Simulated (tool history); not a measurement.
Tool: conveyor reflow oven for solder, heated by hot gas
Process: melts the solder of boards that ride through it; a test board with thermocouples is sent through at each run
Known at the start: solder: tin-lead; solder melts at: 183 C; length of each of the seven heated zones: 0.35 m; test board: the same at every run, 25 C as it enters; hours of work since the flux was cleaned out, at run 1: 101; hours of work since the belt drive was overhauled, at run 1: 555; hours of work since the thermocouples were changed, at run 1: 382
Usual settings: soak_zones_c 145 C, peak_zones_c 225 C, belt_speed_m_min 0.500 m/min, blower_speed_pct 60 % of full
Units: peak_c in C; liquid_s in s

| run | hour | soak_zones_c | peak_zones_c | belt_speed_m_min | blower_speed_pct | hours of work since the flux was cleaned out | hours of work since the belt drive was overhauled | hours of work since the thermocouples were changed | peak_c | liquid_s |
|---|---|---|---|---|---|---|---|---|---|---|
| 1 | 0.0 | 145 | 225 | 0.500 | 60 | 101 | 555 | 382 | 210.1 | 60.5 |
| 2 | 22.6 | 145 | 225 | 0.500 | 60 | 118 | 572 | 399 | 210.5 | 60.6 |
| 3 | 42.9 | 145 | 225 | 0.500 | 60 | 134 | 588 | 415 | 210.5 | 60.2 |
| 4 | 59.4 | 145 | 225 | 0.500 | 89 | 147 | 601 | 428 | 214.7 | 66.2 |
| 5 | 79.6 | 145 | 225 | 0.500 | 89 | 163 | 616 | 444 | 214.2 | 66.5 |
| 6 | 94.6 | 145 | 225 | 0.500 | 89 | 174 | 628 | 455 | 214.5 | 65.8 |
| 7 | 113.4 | 145 | 225 | 0.500 | 89 | 189 | 643 | 470 | 214.3 | 65.6 |
| 8 | 125.4 | 145 | 225 | 0.500 | 60 | 198 | 652 | 479 | 209.9 | 60.1 |
| 9 | 136.2 | 145 | 225 | 0.500 | 60 | 207 | 660 | 488 | 210.1 | 59.8 |
| 10 | 154.0 | 145 | 225 | 0.500 | 90 | 220 | 674 | 501 | 214.8 | 65.9 |
| 11 | 166.6 | 145 | 225 | 0.530 | 60 | 230 | 684 | 511 | 208.3 | 54.0 |
| 12 | 188.3 | 145 | 225 | 0.452 | 60 | 247 | 701 | 528 | 212.2 | 70.4 |
| 13 | 208.7 | 145 | 225 | 0.452 | 60 | 263 | 717 | 544 | 212.2 | 69.9 |
| 14 | 220.5 | 145 | 225 | 0.452 | 60 | 272 | 726 | 553 | 212.5 | 69.9 |
| 15 | 242.6 | 145 | 225 | 0.500 | 54 | 289 | 743 | 570 | 208.5 | 58.1 |
| 16 | 252.3 | 135 | 225 | 0.402 | 60 | 297 | 751 | 578 | 213.2 | 76.2 |
| 17 | 268.0 | 135 | 226 | 0.488 | 60 | 309 | 763 | 590 | 209.2 | 56.7 |
| 18 | 282.6 | 135 | 226 | 0.488 | 60 | 320 | 774 | 601 | 209.2 | 56.8 |
| 19 | 299.8 | 153 | 217 | 0.400 | 60 | 334 | 787 | 615 | 208.3 | 81.6 |
|  | 324.6 | flux residue cleaned out of gas plates and filters |
| 20 | 324.6 | 153 | 238 | 0.577 | 53 | 0 | 803 | 630 | 217.4 | 60.0 |

The next listed run, before its measurement:
| 21 | 335.7 | 147 | 234 | 0.476 | 53 | 9 | 811 | 639 | ? | ? |

peak_c: 218.4 C
liquid_s: 72.3 s
Without the tool's hidden state the same run would have given peak_c 219.3 C, liquid_s 72.0 s.
